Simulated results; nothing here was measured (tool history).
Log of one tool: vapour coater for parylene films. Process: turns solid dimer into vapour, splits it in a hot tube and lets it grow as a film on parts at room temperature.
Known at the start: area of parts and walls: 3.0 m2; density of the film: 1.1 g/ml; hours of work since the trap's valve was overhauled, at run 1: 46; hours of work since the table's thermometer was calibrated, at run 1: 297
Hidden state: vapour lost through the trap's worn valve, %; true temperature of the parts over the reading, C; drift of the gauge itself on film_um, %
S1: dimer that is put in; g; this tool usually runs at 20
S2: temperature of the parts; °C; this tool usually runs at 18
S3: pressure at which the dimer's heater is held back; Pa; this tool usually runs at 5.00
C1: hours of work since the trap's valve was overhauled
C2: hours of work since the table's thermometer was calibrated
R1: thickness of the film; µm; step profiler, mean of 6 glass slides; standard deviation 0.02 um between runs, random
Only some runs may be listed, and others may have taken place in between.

{"run": 1, "hour": 0.0, "S1": 20, "S2": 18, "S3": 5.0, "C1": 46, "C2": 297, "R1": 3.13}
{"run": 2, "hour": 19.1, "S1": 20, "S2": 18, "S3": 5.0, "C1": 55, "C2": 306, "R1": 3.12}
{"run": 3, "hour": 38.0, "S1": 20, "S2": 18, "S3": 5.0, "C1": 64, "C2": 315, "R1": 3.12}
{"run": 4, "hour": 65.5, "S1": 20, "S2": 18, "S3": 3.2, "C1": 77, "C2": 328, "R1": 3.2}
{"run": 5, "hour": 98.0, "S1": 20, "S2": 18, "S3": 3.2, "C1": 93, "C2": 344, "R1": 3.22}
{"run": 6, "hour": 115.7, "S1": 20, "S2": 22, "S3": 3.2, "C1": 101, "C2": 353, "R1": 2.7}
{"run": 7, "hour": 147.8, "S1": 20, "S2": 22, "S3": 3.2, "C1": 117, "C2": 368, "R1": 2.71}
{"run": 8, "hour": 165.5, "S1": 20, "S2": 18, "S3": 5.0, "C1": 125, "C2": 377, "R1": 3.01}
{"run": 9, "hour": 198.3, "S1": 20, "S2": 19, "S3": 5.0, "C1": 141, "C2": 392, "R1": 2.88}
{"run": 10, "hour": 221.3, "S1": 14, "S2": 18, "S3": 5.0, "C1": 152, "C2": 404, "R1": 2.08}
{"run": 11, "hour": 237.7, "S1": 14, "S2": 18, "S3": 5.0, "C1": 160, "C2": 411, "R1": 2.07}
{"run": 12, "hour": 261.0, "S1": 33, "S2": 18, "S3": 5.0, "C1": 171, "C2": 423, "R1": 4.87}
{"run": 13, "hour": 293.5, "S1": 20, "S2": 18, "S3": 2.95, "C1": 187, "C2": 438, "R1": 3.07}
{"run": 14, "hour": 317.8, "S1": 20, "S2": 18, "S3": 2.95, "C1": 199, "C2": 450, "R1": 3.03}
{"run": 15, "hour": 343.1, "S1": 20, "S2": 18, "S3": 2.95, "C1": 211, "C2": 462, "R1": 3.03}
{"hour": 363.3, "done": "trap's valve overhauled"}
{"run": 16, "hour": 373.4, "S1": 20, "S2": 18, "S3": 2.95, "C1": 5, "C2": 475, "R1": 3.39}
{"run": 17, "hour": 395.0, "S1": 20, "S2": 18, "S3": 2.95, "C1": 15, "C2": 485, "R1": 3.36}
{"run": 18, "hour": 427.4, "S1": 20, "S2": 18, "S3": 5.0, "C1": 31, "C2": 501, "R1": 3.18}
{"run": 19, "hour": 448.3, "S1": 20, "S2": 18, "S3": 5.0, "C1": 41, "C2": 511, "R1": 3.19}
{"run": 20, "hour": 474.8, "S1": 20, "S2": 18, "S3": 8.14, "C1": 54, "C2": 524, "R1": 2.99}
{"run": 21, "hour": 505.8, "S1": 20, "S2": 21, "S3": 8.14, "C1": 69, "C2": 539, "R1": 2.65}
{"run": 22, "hour": 520.3, "S1": 20, "S2": 18, "S3": 5.0, "C1": 76, "C2": 546, "R1": 3.14}
{"run": 23, "hour": 535.3, "S1": 20, "S2": 18, "S3": 5.0, "C1": 83, "C2": 553, "R1": 3.15}
{"run": 24, "hour": 549.8, "S1": 20, "S2": 27, "S3": 5.0, "C1": 90, "C2": 560, "R1": 2.17}
{"run": 25, "hour": 575.3, "S1": 20, "S2": 14, "S3": 10.11, "C1": 102, "C2": 572, "R1": 3.41}
{"run": 26, "hour": 594.9, "S1": 11, "S2": 28, "S3": 2.43, "C1": 112, "C2": 582, "R1": 1.22}
{"run": 27, "hour": 623.8, "S1": 29, "S2": 14, "S3": 6.26, "C1": 126, "C2": 596, "R1": 5.06}
{"run": 28, "hour": 643.0, "S1": 19, "S2": 14, "S3": 3.9, "C1": 135, "C2": 605, "R1": 3.45}
{"run": 29, "hour": 667.2, "S1": 9, "S2": 20, "S3": 4.07, "C1": 147, "C2": 617, "R1": 1.26}
{"run": 30, "hour": 693.0, "S1": 9, "S2": 12, "S3": 3.27, "C1": 159, "C2": 629, "R1": 1.76}
{"run": 31, "hour": 722.1, "S1": 9, "S2": 12, "S3": 3.27, "C1": 173, "C2": 643, "R1": 1.78}
{"run": 32, "hour": 750.3, "S1": 9, "S2": 17, "S3": 3.27, "C1": 187, "C2": 657, "R1": 1.43}
{"hour": 754.0, "done": "table's thermometer calibrated"}
{"run": 33, "hour": 768.1, "S1": 19, "S2": 22, "S3": 5.46, "C1": 195, "C2": 7, "R1": 2.37}
{"run": 34, "hour": 798.8, "S1": 19, "S2": 22, "S3": 5.46, "C1": 210, "C2": 22, "R1": 2.38}
{"run": 35, "hour": 815.5, "S1": 19, "S2": 22, "S3": 5.46, "C1": 218, "C2": 30, "R1": 2.36}
{"hour": 821.6, "done": "trap's valve overhauled"}
{"run": 36, "hour": 834.0, "S1": 19, "S2": 22, "S3": 5.46, "C1": 6, "C2": 37, "R1": 2.65}
{"run": 37, "hour": 854.0, "S1": 34, "S2": 11, "S3": 8.09, "C1": 16, "C2": 46, "R1": 6.93}
{"hour": 863.8, "done": "table's thermometer calibrated, once more"}
{"run": 38, "hour": 873.3, "S1": 34, "S2": 12, "S3": 8.09, "C1": 24, "C2": 5, "R1": 6.38}
{"run": 39, "hour": 904.0, "S1": 34, "S2": 12, "S3": 8.09, "C1": 39, "C2": 19, "R1": 6.29}
{"run": 40, "hour": 925.8, "S1": 34, "S2": 12, "S3": 8.09, "C1": 50, "C2": 30, "R1": 6.33}
{"run": 41, "hour": 954.4, "S1": 34, "S2": 12, "S3": 8.09, "C1": 64, "C2": 44, "R1": 6.29}
{"run": 42, "hour": 982.9, "S1": 27, "S2": 12, "S3": 5.06, "C1": 77, "C2": 57, "R1": 5.07}
{"run": 43, "hour": 1015.7, "S1": 15, "S2": 15, "S3": 6.53, "C1": 93, "C2": 73, "R1": 2.5}
{"run": 44, "hour": 1047.8, "S1": 15, "S2": 15, "S3": 6.53, "C1": 109, "C2": 89, "R1": 2.43}
{"run": 45, "hour": 1073.4, "S1": 20, "S2": 15, "S3": 6.53, "C1": 121, "C2": 101, "R1": 3.26}
{"run": 46, "hour": 1094.1, "S1": 20, "S2": 15, "S3": 6.53, "C1": 131, "C2": 111, "R1": 3.22}
{"run": 47, "hour": 1122.8, "S1": 11, "S2": 11, "S3": 8.04, "C1": 145, "C2": 125, "R1": 2.02}

For some of the steps in R1 from one run to the next: how much would appear even if the tool had no hidden state, given the settings, what came in and random variation, and how much remains for the hidden state plus any gauge scatter that the measured result and the result without hidden state don't share?
Run 11 -> 12: S1 14 -> 33. R1 +2.80 µm: hidden state -0.21, all else +3.01.
Run 15 -> 16: trap's valve overhauled. R1 +0.36 µm: hidden state +0.35, all else +0.01.
Run 26 -> 27: S1 11 -> 29, S2 28 -> 14, S3 2.43 -> 6.26. R1 +3.84 µm: hidden state -0.16, all else +4.00.
Run 35 -> 36: trap's valve overhauled. R1 +0.29 µm: hidden state +0.27, all else +0.02.
Run 36 -> 37: S1 19 -> 34, S2 22 -> 11, S3 5.46 -> 8.09. R1 +4.28 µm: hidden state +0.10, all else +4.18.
Run 37 -> 38: S2 11 -> 12, table's thermometer calibrated, once more. R1 -0.55 µm: hidden state -0.30, all else -0.25.
